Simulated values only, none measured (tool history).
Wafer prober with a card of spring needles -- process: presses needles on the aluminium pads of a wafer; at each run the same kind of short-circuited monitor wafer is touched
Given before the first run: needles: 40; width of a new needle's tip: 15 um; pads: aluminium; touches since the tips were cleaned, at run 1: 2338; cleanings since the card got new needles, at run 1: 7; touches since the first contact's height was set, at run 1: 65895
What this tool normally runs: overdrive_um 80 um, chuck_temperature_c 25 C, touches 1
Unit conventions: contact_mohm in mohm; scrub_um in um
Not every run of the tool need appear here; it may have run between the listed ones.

| run | hour | overdrive_um | chuck_temperature_c | touches | touches since the tips were cleaned | cleanings since the card got new needles | touches since the first contact's height was set | contact_mohm | scrub_um |
|---|---|---|---|---|---|---|---|---|---|
| 1 | 0 | 80 | 25 | 1 | 2338 | 7 | 65895 | 230 | 18.22 |
| 2 | 9 | 80 | 25 | 1 | 7384 | 7 | 70941 | 230 | 18.12 |
|  | 11 | tips cleaned on abrasive film |
| 3 | 17.4 | 80 | 25 | 1 | 3598 | 8 | 75631 | 237 | 18.12 |
|  | 26 | tips cleaned on abrasive film |
| 4 | 26 | 70 | 25 | 1 | 0 | 9 | 80414 | 233 | 15.82 |
| 5 | 31 | 71 | 25 | 1 | 2813 | 9 | 83227 | 232 | 16.02 |
| 6 | 36.3 | 71 | 25 | 1 | 5749 | 9 | 86163 | 232 | 16.05 |
|  | 40.7 | tips cleaned on abrasive film |
| 7 | 42 | 91 | 25 | 1 | 744 | 10 | 89342 | 233 | 20.64 |
| 8 | 48.5 | 91 | 25 | 1 | 4380 | 10 | 92978 | 229 | 20.48 |
|  | 56.3 | tips cleaned on abrasive film |
| 9 | 56.5 | 91 | 25 | 1 | 140 | 11 | 97447 | 231 | 20.52 |
| 10 | 61.7 | 91 | 113 | 1 | 3047 | 11 | 100354 | 252 | 20.48 |
|  | 71.3 | tips cleaned on abrasive film |
| 11 | 72.8 | 91 | 113 | 1 | 815 | 12 | 106509 | 253 | 20.54 |
| 12 | 80.3 | 91 | 113 | 1 | 5053 | 12 | 110747 | 250 | 20.48 |
| 13 | 85.4 | 67 | 25 | 1 | 7922 | 12 | 113616 | 235 | 15.13 |
|  | 86.1 | tips cleaned on abrasive film |
| 14 | 94 | 67 | 25 | 1 | 4430 | 13 | 118363 | 234 | 15.03 |
|  | 100.8 | tips cleaned on abrasive film |
| 15 | 101.2 | 67 | 25 | 1 | 220 | 14 | 122368 | 234 | 15.01 |
| 16 | 111.2 | 67 | 25 | 1 | 5827 | 14 | 127975 | 232 | 15.02 |
|  | 115.7 | tips cleaned on abrasive film |
| 17 | 116.5 | 99 | 120 | 1 | 488 | 15 | 130948 | 249 | 22.25 |
| 18 | 125.9 | 85 | 114 | 1 | 5729 | 15 | 136189 | 258 | 19.11 |
|  | 130.9 | tips cleaned on abrasive film |
| 19 | 133.1 | 63 | 25 | 3 | 1250 | 16 | 140181 | 235 | 14.01 |
| 20 | 138.6 | 63 | 81 | 2 | 4367 | 16 | 143298 | 252 | 14.14 |
|  | 146 | tips cleaned on abrasive film |
| 21 | 147.4 | 63 | 81 | 2 | 805 | 17 | 148181 | 252 | 14.06 |
| 22 | 154.8 | 85 | 81 | 2 | 4942 | 17 | 152318 | 247 | 19.01 |
| 23 | 160.3 | 80 | 78 | 2 | 8023 | 17 | 155399 | 246 | 17.71 |
|  | 160.9 | tips cleaned on abrasive film |
| 24 | 171.4 | 95 | 56 | 2 | 5952 | 18 | 161635 | 236 | 21.23 |

Predict the results of run 25:
|  | 176.2 | tips cleaned on abrasive film |
| 25 | 177.6 | 67 | 25 | 2 | 803 | 19 | 165038 | ? | ? |

contact_mohm: 234 mohm
scrub_um: 14.93 um
Had the tool carried no hidden state, the very same run would have given contact_mohm 234 mohm, scrub_um 15.25 um.

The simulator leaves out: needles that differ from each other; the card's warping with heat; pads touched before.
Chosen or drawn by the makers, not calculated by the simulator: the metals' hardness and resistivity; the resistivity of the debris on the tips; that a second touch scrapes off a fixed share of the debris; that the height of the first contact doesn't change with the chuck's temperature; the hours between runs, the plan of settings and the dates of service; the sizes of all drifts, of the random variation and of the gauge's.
